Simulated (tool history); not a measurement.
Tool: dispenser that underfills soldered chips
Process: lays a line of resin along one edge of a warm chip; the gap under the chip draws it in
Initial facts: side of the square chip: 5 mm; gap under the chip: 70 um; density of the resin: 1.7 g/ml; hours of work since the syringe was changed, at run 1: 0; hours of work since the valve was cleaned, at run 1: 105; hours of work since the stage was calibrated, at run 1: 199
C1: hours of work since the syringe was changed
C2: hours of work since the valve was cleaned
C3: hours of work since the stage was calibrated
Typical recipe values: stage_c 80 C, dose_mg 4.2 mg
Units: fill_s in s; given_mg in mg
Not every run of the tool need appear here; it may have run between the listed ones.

Run 1, hour 0: usual settings; C1 0; C2 105; C3 199. Result: fill_s 25.8 s, given_mg 3.91 mg.
Run 2, hour 7.8: usual settings; C1 5; C2 110; C3 204. Result: fill_s 38.3 s, given_mg 3.99 mg.
At hour 10.4: new syringe of resin.
Run 3, hour 12.3: usual settings but dose_mg 5.16 mg; C1 1; C2 112; C3 206. Result: fill_s 27.2 s, given_mg 4.83 mg.
At hour 15.5: dispensing valve cleaned and set on the balance.
Run 4, hour 17.5: usual settings but dose_mg 4.14 mg; C1 4; C2 1; C3 209. Result: fill_s 33.2 s, given_mg 4.16 mg.
At hour 22.2: new syringe of resin.
Run 5, hour 26.1: usual settings; C1 2; C2 7; C3 214. Result: fill_s 29.4 s, given_mg 4.15 mg.
Run 6, hour 31.3: usual settings but stage_c 91 C; C1 6; C2 10; C3 218. Result: fill_s 26.9 s, given_mg 4.15 mg.
At hour 32.9: new syringe of resin.
Run 7, hour 38.9: usual settings but stage_c 91 C; C1 4; C2 15; C3 222. Result: fill_s 24.3 s, given_mg 4.17 mg.
At hour 43.7: new syringe of resin.
Run 8, hour 48.4: usual settings but stage_c 91 C; C1 3; C2 21; C3 228. Result: fill_s 21.9 s, given_mg 4.16 mg.
At hour 54.7: new syringe of resin.
Run 9, hour 55.2: usual settings but stage_c 91 C; C1 0; C2 25; C3 232. Result: fill_s 17.5 s, given_mg 4.15 mg.
Run 10, hour 63.9: usual settings but stage_c 91 C; C1 6; C2 30; C3 238. Result: fill_s 27.3 s, given_mg 4.14 mg.
At hour 65.8: new syringe of resin.
Run 11, hour 69.5: usual settings but stage_c 91 C; C1 2; C2 34; C3 241. Result: fill_s 21.4 s, given_mg 4.11 mg.
Run 12, hour 73.8: usual settings but stage_c 91 C; C1 5; C2 36; C3 244. Result: fill_s 27.3 s, given_mg 4.09 mg.
At hour 77: new syringe of resin.
Run 13, hour 81.6: usual settings but stage_c 91 C; C1 3; C2 41; C3 249. Result: fill_s 22.4 s, given_mg 4.09 mg.
At hour 87.8: new syringe of resin.
Run 14, hour 88.3: usual settings but dose_mg 5.3 mg; C1 0; C2 45; C3 253. Result: fill_s 25.1 s, given_mg 5.14 mg.
Run 15, hour 97.3: usual settings but stage_c 71 C; C1 6; C2 51; C3 259. Result: fill_s 54.5 s, given_mg 4.11 mg.
At hour 99: new syringe of resin.
Run 16, hour 102.8: usual settings but stage_c 92 C, dose_mg 4.15 mg; C1 2; C2 54; C3 262. Result: fill_s 20.7 s, given_mg 4.02 mg.
Run 17, hour 107.5: usual settings but stage_c 68 C, dose_mg 5.18 mg; C1 5; C2 57; C3 265. Result: fill_s 54.9 s, given_mg 5.03 mg.
At hour 110.2: new syringe of resin.
Run 18, hour 116.2: usual settings but stage_c 73 C, dose_mg 5.43 mg; C1 4; C2 63; C3 271. Result: fill_s 42.3 s, given_mg 5.23 mg.
At hour 121.3: new syringe of resin.
Run 19, hour 123.4: usual settings but stage_c 67 C, dose_mg 4.64 mg; C1 1; C2 67; C3 275. Result: fill_s 42.6 s, given_mg 4.47 mg.
Run 20, hour 130.8: usual settings but stage_c 92 C, dose_mg 4.11 mg; C1 6; C2 72; C3 280. Result: fill_s 27.7 s, given_mg 3.98 mg.
At hour 132.1: new syringe of resin.
Run 21, hour 136.3: usual settings but stage_c 89 C, dose_mg 3.68 mg; C1 3; C2 75; C3 283. Result: fill_s 24.5 s, given_mg 3.51 mg.
Run 22, hour 141.7: usual settings but stage_c 75 C, dose_mg 3.68 mg; C1 6; C2 79; C3 287. Result: fill_s 49.6 s, given_mg 3.51 mg.
At hour 143.6: new syringe of resin.
Run 23, hour 147.7: usual settings but stage_c 91 C, dose_mg 4.72 mg; C1 3; C2 82; C3 290. Result: fill_s 21 s, given_mg 4.47 mg.
At hour 154.8: new syringe of resin.
Run 24, hour 156: usual settings but stage_c 91 C, dose_mg 4.72 mg; C1 1; C2 88; C3 295. Result: fill_s 18.6 s, given_mg 4.49 mg.
Run 25, hour 162: usual settings but stage_c 86 C, dose_mg 3.93 mg; C1 5; C2 91; C3 299. Result: fill_s 31.1 s, given_mg 3.7 mg.
At hour 165.4: new syringe of resin.
Run 26, hour 170.7: usual settings but stage_c 77 C, dose_mg 4.92 mg; C1 3; C2 97; C3 305. Result: fill_s 35.6 s, given_mg 4.67 mg.
At hour 176.5: new syringe of resin.
Run 27, hour 176.8: usual settings but stage_c 94 C, dose_mg 4.56 mg; C1 0; C2 101; C3 308. Result: fill_s 16.3 s, given_mg 4.28 mg.
Run 28, hour 183.9: usual settings but stage_c 78 C, dose_mg 4.23 mg; C1 5; C2 105; C3 313. Result: fill_s 40.1 s, given_mg 3.96 mg.

Consider 3 possible next runs. They are alternatives, not a sequence: every one starts from the tool as it was left by run 28. What does each give?
At hour 187.2: new syringe of resin.
Run A, hour 189.2: usual settings but dose_mg 3.9 mg; C1 1; C2 108; C3 316. Result: fill_s ?, given_mg ?.
At hour 187.2: new syringe of resin.
Run B, hour 189.2: usual settings but stage_c 78 C, dose_mg 5.12 mg; C1 1; C2 108; C3 316. Result: fill_s ?, given_mg ?.
At hour 187.2: new syringe of resin.
Run C, hour 189.2: usual settings but stage_c 70 C, dose_mg 3.86 mg; C1 1; C2 108; C3 316. Result: fill_s ?, given_mg ?.

run  fill_s  given_mg
  A    28.5      3.62
  B    29.6      4.78
  C    41.3      3.65
What these runs would have given with no unlogged condition in the tool:
run  fill_s  given_mg
  A    24.5      3.86
  B    25.9      5.11
  C    35.4      3.89
